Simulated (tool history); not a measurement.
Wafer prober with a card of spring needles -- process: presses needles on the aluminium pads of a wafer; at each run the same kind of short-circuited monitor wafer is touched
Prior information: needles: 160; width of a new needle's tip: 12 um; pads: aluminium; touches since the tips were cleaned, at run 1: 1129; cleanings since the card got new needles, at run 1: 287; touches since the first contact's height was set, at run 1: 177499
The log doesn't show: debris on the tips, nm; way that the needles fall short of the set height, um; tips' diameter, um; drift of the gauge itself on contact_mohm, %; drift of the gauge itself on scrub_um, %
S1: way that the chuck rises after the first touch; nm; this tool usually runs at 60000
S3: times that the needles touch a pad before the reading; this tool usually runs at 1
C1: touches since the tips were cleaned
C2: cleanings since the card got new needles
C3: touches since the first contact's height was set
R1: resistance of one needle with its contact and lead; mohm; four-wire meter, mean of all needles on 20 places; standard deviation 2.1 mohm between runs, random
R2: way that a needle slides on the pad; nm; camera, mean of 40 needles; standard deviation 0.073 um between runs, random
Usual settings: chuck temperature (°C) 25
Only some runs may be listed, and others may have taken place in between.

Run 1, hour 0.0: usual settings; C1 1129; C2 287; C3 177499. Result: R1 426 mohm, R2 6790 nm.
At hour 4.7: tips cleaned on abrasive film.
At hour 12.6: tips cleaned on abrasive film.
At hour 20.4: tips cleaned on abrasive film.
At hour 28.2: tips cleaned on abrasive film.
Run 2, hour 30.7: usual settings but S1 50000 nm; C1 1412; C2 291; C3 194627. Result: R1 567 mohm, R2 5370 nm.
At hour 35.4: tips cleaned on abrasive film.
At hour 43.3: tips cleaned on abrasive film.
At hour 43.6: height of the first contact set anew.
At hour 51.4: tips cleaned on abrasive film.
At hour 57.7: tips cleaned on abrasive film.
Run 3, hour 57.7: usual settings but chuck temperature (°C) 28; C1 0; C2 295; C3 7882. Result: R1 273 mohm, R2 7310 nm.
At hour 64.0: tips cleaned on abrasive film.
At hour 70.3: tips cleaned on abrasive film.
At hour 78.1: tips cleaned on abrasive film.
At hour 85.9: tips cleaned on abrasive film.
At hour 92.2: tips cleaned on abrasive film.
Run 4, hour 93.2: usual settings but chuck temperature (°C) 28; C1 577; C2 300; C3 27669. Result: R1 329 mohm, R2 7270 nm.
At hour 99.5: tips cleaned on abrasive film.
At hour 107.3: tips cleaned on abrasive film.
At hour 113.6: tips cleaned on abrasive film.
At hour 121.4: tips cleaned on abrasive film.
At hour 129.3: tips cleaned on abrasive film.
Run 5, hour 133.7: usual settings but chuck temperature (°C) 28; C1 2514; C2 305; C3 50265. Result: R1 517 mohm, R2 7240 nm.
At hour 136.9: tips cleaned on abrasive film.
At hour 143.2: tips cleaned on abrasive film.
At hour 151.0: tips cleaned on abrasive film.
At hour 158.8: tips cleaned on abrasive film.
At hour 165.1: tips cleaned on abrasive film.
At hour 172.9: tips cleaned on abrasive film.
Run 6, hour 177.3: usual settings; C1 2475; C2 311; C3 74569. Result: R1 522 mohm, R2 7130 nm.
At hour 180.5: tips cleaned on abrasive film.
At hour 186.8: tips cleaned on abrasive film.
At hour 194.6: tips cleaned on abrasive film.
At hour 200.9: tips cleaned on abrasive film.
Run 7, hour 202.0: usual settings; C1 593; C2 315; C3 88259. Result: R1 351 mohm, R2 7010 nm.
At hour 208.2: tips cleaned on abrasive film.
At hour 216.1: tips cleaned on abrasive film.
At hour 222.3: tips cleaned on abrasive film.
At hour 230.2: tips cleaned on abrasive film.
Run 8, hour 230.7: usual settings; C1 292; C2 319; C3 104267. Result: R1 331 mohm, R2 6960 nm.
At hour 237.0: tips cleaned on abrasive film.
At hour 243.2: tips cleaned on abrasive film.
At hour 251.1: tips cleaned on abrasive film.
At hour 258.9: tips cleaned on abrasive film.
Run 9, hour 261.8: usual settings; C1 1634; C2 323; C3 121617. Result: R1 477 mohm, R2 6960 nm.
At hour 266.5: tips cleaned on abrasive film.
At hour 278.5: card fitted with new needles.
At hour 286.3: tips cleaned on abrasive film.
At hour 292.6: tips cleaned on abrasive film.
Run 10, hour 297.8: usual settings but S1 71000 nm; C1 2927; C2 2; C3 10785. Result: R1 300 mohm, R2 8650 nm.
At hour 299.5: tips cleaned on abrasive film.
At hour 307.3: tips cleaned on abrasive film.
At hour 313.6: tips cleaned on abrasive film.
At hour 321.4: tips cleaned on abrasive film.
Run 11, hour 324.2: usual settings but S1 71000 nm; C1 1580; C2 6; C3 25462. Result: R1 285 mohm, R2 8610 nm.
At hour 328.9: tips cleaned on abrasive film.
At hour 335.2: tips cleaned on abrasive film.
At hour 343.0: tips cleaned on abrasive film.
At hour 350.8: tips cleaned on abrasive film.
At hour 357.1: tips cleaned on abrasive film.
At hour 364.9: tips cleaned on abrasive film.
Run 12, hour 371.0: usual settings but S1 71000 nm; C1 3434; C2 12; C3 51597. Result: R1 309 mohm, R2 8490 nm.
At hour 372.7: tips cleaned on abrasive film.
At hour 380.5: tips cleaned on abrasive film.
At hour 388.3: tips cleaned on abrasive film.
At hour 394.6: tips cleaned on abrasive film.
At hour 402.4: tips cleaned on abrasive film.
Run 13, hour 403.5: usual settings but S1 71000 nm, chuck temperature (°C) 32; C1 632; C2 17; C3 69692. Result: R1 256 mohm, R2 8450 nm.
At hour 409.8: tips cleaned on abrasive film.
At hour 416.1: tips cleaned on abrasive film.
At hour 422.4: tips cleaned on abrasive film.
Run 14, hour 426.1: usual settings but S1 66000 nm; C1 2090; C2 20; C3 82261. Result: R1 315 mohm, R2 7780 nm.
At hour 429.3: tips cleaned on abrasive film.
At hour 435.6: tips cleaned on abrasive film.
At hour 441.8: tips cleaned on abrasive film.
At hour 449.7: tips cleaned on abrasive film.
At hour 457.5: tips cleaned on abrasive film.
Run 15, hour 463.1: usual settings but S1 66000 nm; C1 3167; C2 25; C3 102891. Result: R1 327 mohm, R2 7800 nm.
At hour 464.7: tips cleaned on abrasive film.
At hour 472.6: tips cleaned on abrasive film.
At hour 480.4: tips cleaned on abrasive film.
At hour 486.7: tips cleaned on abrasive film.
At hour 493.0: tips cleaned on abrasive film.
At hour 500.8: tips cleaned on abrasive film.
At hour 507.1: tips cleaned on abrasive film.
At hour 514.3: tips cleaned on abrasive film.
Run 16, hour 514.3: usual settings but S1 40000 nm; C1 0; C2 33; C3 131370. Result: R1 272 mohm, R2 4380 nm.
At hour 522.1: tips cleaned on abrasive film.
At hour 528.4: tips cleaned on abrasive film.
At hour 536.2: tips cleaned on abrasive film.
At hour 542.7: tips cleaned on abrasive film.
Run 17, hour 542.7: usual settings but S1 40000 nm; C1 0; C2 37; C3 147216. Result: R1 267 mohm, R2 4280 nm.
At hour 550.6: tips cleaned on abrasive film.
At hour 558.4: tips cleaned on abrasive film.
At hour 566.2: tips cleaned on abrasive film.
At hour 574.0: tips cleaned on abrasive film.
At hour 581.9: tips cleaned on abrasive film.
Run 18, hour 583.2: usual settings but S1 64000 nm, chuck temperature (°C) 91, S3 3; C1 734; C2 42; C3 169774. Result: R1 269 mohm, R2 7250 nm.
At hour 589.4: tips cleaned on abrasive film.
At hour 595.7: tips cleaned on abrasive film.
At hour 603.5: tips cleaned on abrasive film.
At hour 611.4: tips cleaned on abrasive film.
At hour 619.2: tips cleaned on abrasive film.
At hour 627.0: tips cleaned on abrasive film.
Run 19, hour 628.1: usual settings but S1 61000 nm, chuck temperature (°C) 50; C1 618; C2 48; C3 194839. Result: R1 277 mohm, R2 6790 nm.
At hour 634.4: tips cleaned on abrasive film.
At hour 640.9: height of the first contact set anew.
At hour 642.5: tips cleaned on abrasive film.
At hour 650.3: tips cleaned on abrasive film.
At hour 656.6: tips cleaned on abrasive film.
Run 20, hour 659.4: usual settings but S1 61000 nm, chuck temperature (°C) 50; C1 1591; C2 52; C3 10323. Result: R1 309 mohm, R2 7450 nm.
At hour 664.2: tips cleaned on abrasive film.
At hour 672.0: tips cleaned on abrasive film.
At hour 679.8: tips cleaned on abrasive film.
At hour 686.1: tips cleaned on abrasive film.
At hour 693.9: tips cleaned on abrasive film.
At hour 701.7: tips cleaned on abrasive film.
Run 21, hour 701.7: usual settings but S1 56000 nm, chuck temperature (°C) 50; C1 0; C2 58; C3 33870. Result: R1 243 mohm, R2 6740 nm.
At hour 709.5: tips cleaned on abrasive film.
At hour 717.4: tips cleaned on abrasive film.
At hour 725.2: tips cleaned on abrasive film.
At hour 733.0: tips cleaned on abrasive film.
At hour 740.8: tips cleaned on abrasive film.
At hour 748.7: tips cleaned on abrasive film.
Run 22, hour 754.1: usual settings but S1 70000 nm, chuck temperature (°C) 37, S3 2; C1 3074; C2 64; C3 63138. Result: R1 298 mohm, R2 8420 nm.
At hour 755.7: tips cleaned on abrasive film.
At hour 763.6: tips cleaned on abrasive film.
At hour 771.4: tips cleaned on abrasive film.
At hour 779.2: tips cleaned on abrasive film.
Run 23, hour 781.6: usual settings but S1 43000 nm, chuck temperature (°C) 34, S3 2; C1 1367; C2 68; C3 78477. Result: R1 342 mohm, R2 5030 nm.
At hour 786.4: tips cleaned on abrasive film.
At hour 794.2: tips cleaned on abrasive film.
At hour 802.0: tips cleaned on abrasive film.
At hour 808.3: tips cleaned on abrasive film.
At hour 816.0: tips cleaned on abrasive film.
Run 24, hour 816.0: usual settings but S1 59000 nm, S3 2; C1 0; C2 73; C3 97594. Result: R1 241 mohm, R2 6840 nm.

Consider 3 possible next runs. They are alternatives, not a sequence: every one starts from the tool as it was left by run 24. What does each give?
At hour 823.8: tips cleaned on abrasive film.
At hour 831.6: tips cleaned on abrasive film.
At hour 839.4: tips cleaned on abrasive film.
Run A, hour 840.6: usual settings but S1 63000 nm, S3 2; C1 644; C2 76; C3 111335. Result: R1 ?, R2 ?.
At hour 823.8: tips cleaned on abrasive film.
At hour 831.6: tips cleaned on abrasive film.
At hour 839.4: tips cleaned on abrasive film.
Run B, hour 840.6: usual settings but S1 59000 nm, chuck temperature (°C) 29, S3 2; C1 644; C2 76; C3 111335. Result: R1 ?, R2 ?.
At hour 823.8: tips cleaned on abrasive film.
At hour 831.6: tips cleaned on abrasive film.
At hour 839.4: tips cleaned on abrasive film.
Run C, hour 840.6: usual settings but S1 44000 nm, chuck temperature (°C) 74, S3 2; C1 644; C2 76; C3 111335. Result: R1 ?, R2 ?.

run   R1    R2
  A  268  7210
  B  271  6850
  C  312  4990
The same runs, with their run-to-run variation unchanged, on a tool lacking any hidden condition would have given:
run   R1    R2
  A  234  7570
  B  234  7220
  C  251  5360
